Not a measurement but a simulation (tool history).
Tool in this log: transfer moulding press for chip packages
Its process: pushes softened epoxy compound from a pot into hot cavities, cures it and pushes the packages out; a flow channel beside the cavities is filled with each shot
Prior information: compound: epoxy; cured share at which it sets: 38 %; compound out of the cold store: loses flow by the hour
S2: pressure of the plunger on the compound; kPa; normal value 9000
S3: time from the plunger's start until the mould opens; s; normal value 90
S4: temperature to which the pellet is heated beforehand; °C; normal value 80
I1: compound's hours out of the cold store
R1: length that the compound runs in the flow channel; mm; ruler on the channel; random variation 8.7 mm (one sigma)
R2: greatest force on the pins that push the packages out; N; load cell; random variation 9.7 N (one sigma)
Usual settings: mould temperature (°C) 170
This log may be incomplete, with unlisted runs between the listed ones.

Run 1, hour 0: usual settings; I1 30.7. Result: R1 949 mm, R2 444 N.
Run 2, hour 15.4: usual settings but S3 96 s; I1 31.7. Result: R1 948 mm, R2 414 N.
At hour 41.5: cavities cleaned with cleaning compound and waxed.
Run 3, hour 44.4: usual settings but S3 96 s, S4 81 °C; I1 13.5. Result: R1 1028 mm, R2 430 N.
Run 4, hour 63.9: usual settings but S3 96 s, S4 81 °C; I1 15.5. Result: R1 1012 mm, R2 426 N.
Run 5, hour 90.4: usual settings but S3 96 s, S4 81 °C; I1 18.3. Result: R1 1008 mm, R2 432 N.
Run 6, hour 117.3: usual settings but S3 96 s, S4 81 °C; I1 24.1. Result: R1 960 mm, R2 413 N.
Run 7, hour 137.4: usual settings but S3 96 s, S4 81 °C; I1 19.3. Result: R1 993 mm, R2 432 N.
At hour 146.6: cavities cleaned with cleaning compound and waxed.
Run 8, hour 165.5: usual settings but mould temperature (°C) 173; I1 31.7. Result: R1 947 mm, R2 426 N.
Run 9, hour 186.8: usual settings; I1 13.8. Result: R1 1028 mm, R2 445 N.
At hour 215: plunger's sealing rings changed.
Run 10, hour 216.4: usual settings but S4 78 °C; I1 17. Result: R1 1007 mm, R2 462 N.
Run 11, hour 232.6: usual settings but S4 78 °C; I1 30.4. Result: R1 949 mm, R2 457 N.
At hour 252.6: cavities cleaned with cleaning compound and waxed.
Run 12, hour 256.5: usual settings but mould temperature (°C) 164, S4 84 °C; I1 34.1. Result: R1 963 mm, R2 530 N.
Run 13, hour 288.5: usual settings but S2 7240 kPa, S3 79 s, S4 78 °C; I1 29.6. Result: R1 859 mm, R2 469 N.
Run 14, hour 317.1: usual settings but S2 10140 kPa, S3 74 s, S4 78 °C; I1 20.6. Result: R1 1057 mm, R2 568 N.
Run 15, hour 337.5: usual settings but S2 10140 kPa, S3 74 s, S4 78 °C; I1 45.5. Result: R1 949 mm, R2 527 N.
At hour 357.3: cavities cleaned with cleaning compound and waxed.
Run 16, hour 364.9: usual settings but mould temperature (°C) 168, S2 10140 kPa, S3 97 s, S4 78 °C; I1 27.9. Result: R1 1035 mm, R2 428 N.
Run 17, hour 378.5: usual settings but mould temperature (°C) 165, S3 100 s, S4 73 °C; I1 12.9. Result: R1 1051 mm, R2 482 N.
Run 18, hour 394: usual settings but mould temperature (°C) 165, S2 7520 kPa, S3 120 s, S4 72 °C; I1 28.2. Result: R1 906 mm, R2 422 N.
Run 19, hour 409.4: usual settings but S2 10160 kPa, S3 94 s, S4 70 °C; I1 31.6. Result: R1 1005 mm, R2 434 N.

Predict the results of run 20:
Run 20, hour 430.7: usual settings but S4 89 °C; I1 9. Result: R1 ?, R2 ?.

R1: 1037 mm
R2: 437 N
On a tool with no hidden condition, and with the same random variation, this run would have come out at R1 1038 mm, R2 434 N.
